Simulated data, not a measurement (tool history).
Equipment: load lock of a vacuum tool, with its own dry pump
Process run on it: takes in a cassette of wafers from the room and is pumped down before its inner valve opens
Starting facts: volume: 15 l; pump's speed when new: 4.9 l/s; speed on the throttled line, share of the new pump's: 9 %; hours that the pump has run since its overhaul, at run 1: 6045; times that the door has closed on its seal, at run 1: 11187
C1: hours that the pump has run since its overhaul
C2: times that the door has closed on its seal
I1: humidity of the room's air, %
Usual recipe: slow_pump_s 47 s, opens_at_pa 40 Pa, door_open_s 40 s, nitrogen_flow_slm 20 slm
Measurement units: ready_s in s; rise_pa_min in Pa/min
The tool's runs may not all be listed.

Run 1, hour 0.0: usual settings; C1 6045; C2 11187; I1 39.6. Result: ready_s 69.2 s, rise_pa_min 0.079 Pa/min.
Run 2, hour 247.6: usual settings but nitrogen_flow_slm 6 slm; C1 6292; C2 11987; I1 45.7. Result: ready_s 68.9 s, rise_pa_min 0.097 Pa/min.
Run 3, hour 531.1: usual settings but nitrogen_flow_slm 6 slm; C1 6576; C2 12903; I1 44.8. Result: ready_s 68.8 s, rise_pa_min 0.103 Pa/min.
Run 4, hour 792.3: usual settings but slow_pump_s 40 s, nitrogen_flow_slm 6 slm; C1 6837; C2 13747; I1 45.2. Result: ready_s 63.1 s, rise_pa_min 0.108 Pa/min.
Run 5, hour 1167.9: usual settings but slow_pump_s 40 s, nitrogen_flow_slm 6 slm; C1 7213; C2 14961; I1 45.7. Result: ready_s 63.7 s, rise_pa_min 0.119 Pa/min.
Run 6, hour 1372.5: usual settings but slow_pump_s 40 s, nitrogen_flow_slm 6 slm; C1 7417; C2 15621; I1 50.2. Result: ready_s 63.5 s, rise_pa_min 0.124 Pa/min.
Run 7, hour 1754.2: usual settings but slow_pump_s 40 s, nitrogen_flow_slm 6 slm; C1 7799; C2 16855; I1 43.1. Result: ready_s 63.4 s, rise_pa_min 0.130 Pa/min.
Run 8, hour 2012.6: usual settings but slow_pump_s 40 s, nitrogen_flow_slm 6 slm; C1 8057; C2 17689; I1 43.6. Result: ready_s 63.8 s, rise_pa_min 0.134 Pa/min.
Run 9, hour 2214.9: usual settings; C1 8260; C2 18343; I1 48.2. Result: ready_s 70.7 s, rise_pa_min 0.129 Pa/min.
Run 10, hour 2448.0: usual settings; C1 8493; C2 19096; I1 43.6. Result: ready_s 70.6 s, rise_pa_min 0.134 Pa/min.
Run 11, hour 2788.8: usual settings; C1 8834; C2 20197; I1 42.4. Result: ready_s 70.3 s, rise_pa_min 0.137 Pa/min.
Run 12, hour 3138.6: usual settings; C1 9184; C2 21328; I1 45.8. Result: ready_s 70.1 s, rise_pa_min 0.152 Pa/min.
Run 13, hour 3486.8: usual settings but slow_pump_s 46 s; C1 9532; C2 22452; I1 43.5. Result: ready_s 69.4 s, rise_pa_min 0.158 Pa/min.
Run 14, hour 3664.5: usual settings but slow_pump_s 46 s; C1 9709; C2 23026; I1 42.1. Result: ready_s 69.9 s, rise_pa_min 0.164 Pa/min.
Run 15, hour 3859.5: usual settings; C1 9904; C2 23657; I1 46.4. Result: ready_s 69.9 s, rise_pa_min 0.167 Pa/min.
Run 16, hour 4236.1: usual settings but opens_at_pa 31 Pa; C1 10281; C2 24873; I1 47.4. Result: ready_s 71.2 s, rise_pa_min 0.174 Pa/min.
Run 17, hour 4608.1: usual settings but opens_at_pa 42 Pa; C1 10653; C2 26075; I1 48.3. Result: ready_s 70.5 s, rise_pa_min 0.187 Pa/min.
Run 18, hour 4820.8: usual settings but door_open_s 211 s; C1 10866; C2 26762; I1 47.6. Result: ready_s 71.5 s, rise_pa_min 0.253 Pa/min.
Run 19, hour 5165.1: usual settings but opens_at_pa 41 Pa, nitrogen_flow_slm 19 slm; C1 11210; C2 27875; I1 43.2. Result: ready_s 71.2 s, rise_pa_min 0.198 Pa/min.
Run 20, hour 5440.7: usual settings but opens_at_pa 41 Pa, nitrogen_flow_slm 19 slm; C1 11486; C2 28765; I1 45.5. Result: ready_s 71.9 s, rise_pa_min 0.216 Pa/min.
Run 21, hour 5727.8: usual settings but nitrogen_flow_slm 24 slm; C1 11773; C2 29692; I1 42.0. Result: ready_s 71.6 s, rise_pa_min 0.217 Pa/min.
Run 22, hour 6094.3: usual settings but door_open_s 30 s; C1 12139; C2 30877; I1 48.3. Result: ready_s 72.0 s, rise_pa_min 0.234 Pa/min.
Run 23, hour 6272.4: usual settings but slow_pump_s 69 s, opens_at_pa 73 Pa, door_open_s 30 s; C1 12317; C2 31452; I1 43.5. Result: ready_s 88.9 s, rise_pa_min 0.240 Pa/min.
Run 24, hour 6493.2: usual settings but slow_pump_s 49 s, opens_at_pa 33 Pa; C1 12538; C2 32165; I1 44.0. Result: ready_s 73.4 s, rise_pa_min 0.242 Pa/min.
Run 25, hour 6731.7: usual settings but slow_pump_s 87 s, opens_at_pa 31 Pa, door_open_s 83 s; C1 12777; C2 32936; I1 44.6. Result: ready_s 107.9 s, rise_pa_min 0.274 Pa/min.
Run 26, hour 7002.6: usual settings but slow_pump_s 87 s, opens_at_pa 31 Pa, door_open_s 83 s; C1 13048; C2 33811; I1 43.8. Result: ready_s 107.4 s, rise_pa_min 0.284 Pa/min.
Run 27, hour 7270.8: usual settings but slow_pump_s 87 s, opens_at_pa 31 Pa, door_open_s 83 s; C1 13316; C2 34677; I1 47.9. Result: ready_s 108.2 s, rise_pa_min 0.297 Pa/min.
Run 28, hour 7594.9: usual settings but slow_pump_s 87 s, opens_at_pa 31 Pa, door_open_s 83 s; C1 13640; C2 35725; I1 47.6. Result: ready_s 109.3 s, rise_pa_min 0.307 Pa/min.
Run 29, hour 7836.0: usual settings but slow_pump_s 33 s, nitrogen_flow_slm 12 slm; C1 13881; C2 36504; I1 44.6. Result: ready_s 60.0 s, rise_pa_min 0.293 Pa/min.
Run 30, hour 8123.1: usual settings but slow_pump_s 42 s, opens_at_pa 35 Pa, door_open_s 44 s; C1 14168; C2 37431; I1 45.2. Result: ready_s 68.3 s, rise_pa_min 0.309 Pa/min.
Run 31, hour 8376.3: usual settings but slow_pump_s 45 s, door_open_s 170 s; C1 14421; C2 38249; I1 48.7. Result: ready_s 70.7 s, rise_pa_min 0.353 Pa/min.
Run 32, hour 8755.3: usual settings but slow_pump_s 31 s, opens_at_pa 31 Pa, door_open_s 80 s, nitrogen_flow_slm 31 slm; C1 14800; C2 39473; I1 47.2. Result: ready_s 60.6 s, rise_pa_min 0.342 Pa/min.
Run 33, hour 8973.8: usual settings but slow_pump_s 30 s, opens_at_pa 31 Pa; C1 15019; C2 40179; I1 44.0. Result: ready_s 59.2 s, rise_pa_min 0.330 Pa/min.
Run 34, hour 9259.0: usual settings but slow_pump_s 30 s, opens_at_pa 31 Pa; C1 15304; C2 41101; I1 49.5. Result: ready_s 60.2 s, rise_pa_min 0.344 Pa/min.
Run 35, hour 9444.0: usual settings but door_open_s 185 s; C1 15489; C2 41699; I1 43.4. Result: ready_s 74.2 s, rise_pa_min 0.396 Pa/min.
Run 36, hour 9724.1: usual settings but door_open_s 185 s; C1 15769; C2 42604; I1 44.3. Result: ready_s 73.7 s, rise_pa_min 0.408 Pa/min.

3 ways to go on from here, each from the tool as it stands after run 36. What would each give?
Run A, hour 10043.9: usual settings but slow_pump_s 36 s, opens_at_pa 29 Pa, door_open_s 185 s; C1 16089; C2 43637; I1 46.4. Result: ready_s ?, rise_pa_min ?.
Run B, hour 10043.9: usual settings but door_open_s 97 s, nitrogen_flow_slm 7 slm; C1 16089; C2 43637; I1 45.9. Result: ready_s ?, rise_pa_min ?.
Run C, hour 10043.9: usual settings but nitrogen_flow_slm 6 slm; C1 16089; C2 43637; I1 44.9. Result: ready_s ?, rise_pa_min ?.

run  ready_s  rise_pa_min
  A     64.5        0.427
  B     73.3        0.421
  C     73.2        0.392
Take away the tool's hidden state, keep each run's random variation, and the runs would have read:
run  ready_s  rise_pa_min
  A     57.0        0.093
  B     66.4        0.086
  C     66.4        0.055
